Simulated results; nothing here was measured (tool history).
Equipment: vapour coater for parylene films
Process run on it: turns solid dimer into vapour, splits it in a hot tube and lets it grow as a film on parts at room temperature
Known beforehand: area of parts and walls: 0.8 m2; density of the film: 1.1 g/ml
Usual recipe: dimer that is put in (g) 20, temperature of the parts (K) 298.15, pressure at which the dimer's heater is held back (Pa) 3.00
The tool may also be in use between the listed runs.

run   hour  dimer that is put in (g)  temperature of the parts (K)  pressure at which the dimer's heater is held back (Pa)  thickness of the film (µm)
  1    0.0                        20                        298.15                                                    3.00                       11.51
  2   25.6                        20                        298.15                                                    3.00                       11.49
  3   47.9                        20                        298.15                                                    3.00                       11.66
  4   60.6                        20                        290.15                                                    3.00                       15.25
  5   86.0                        20                        290.15                                                    3.00                       15.33
  6  104.6                        20                        290.15                                                    3.00                       15.39
  7  120.4                        20                        290.15                                                    3.00                       15.17
  8  135.9                         9                        298.15                                                    3.00                        5.12
     142.4  -- trap's valve overhauled
  9  154.1                         9                        298.15                                                    3.00                        5.12
 10  174.5                         9                        298.15                                                    3.00                        5.05
 11  189.1                        20                        298.15                                                    3.00                       11.40
     196.6  -- trap's valve overhauled, once more
 12  206.1                        20                        298.15                                                    3.00                       11.55
 13  233.8                        20                        302.15                                                    3.00                       10.03
 14  252.4                        23                        306.15                                                    3.00                        9.91
 15  277.7                        23                        306.15                                                    3.00                        9.88
 16  291.6                        23                        296.15                                                    4.25                       13.98
 17  310.2                        23                        296.15                                                    4.25                       13.84
 18  326.6                        23                        296.15                                                    4.25                       13.82
 19  347.5                        23                        291.15                                                    4.25                       16.75
 20  368.2                        23                        291.15                                                    4.25                       16.55
 21  387.9                        20                        301.15                                                   11.29                        9.41
 22  411.5                        16                        306.15                                                    3.00                        6.92

Expected results for the next run?
 23  424.9                         8                        298.15                                                    3.16                           ?

thickness of the film (µm): 4.57
If the tool had no hidden condition, the same run with the same run-to-run variation would have returned thickness of the film (µm) 4.66.

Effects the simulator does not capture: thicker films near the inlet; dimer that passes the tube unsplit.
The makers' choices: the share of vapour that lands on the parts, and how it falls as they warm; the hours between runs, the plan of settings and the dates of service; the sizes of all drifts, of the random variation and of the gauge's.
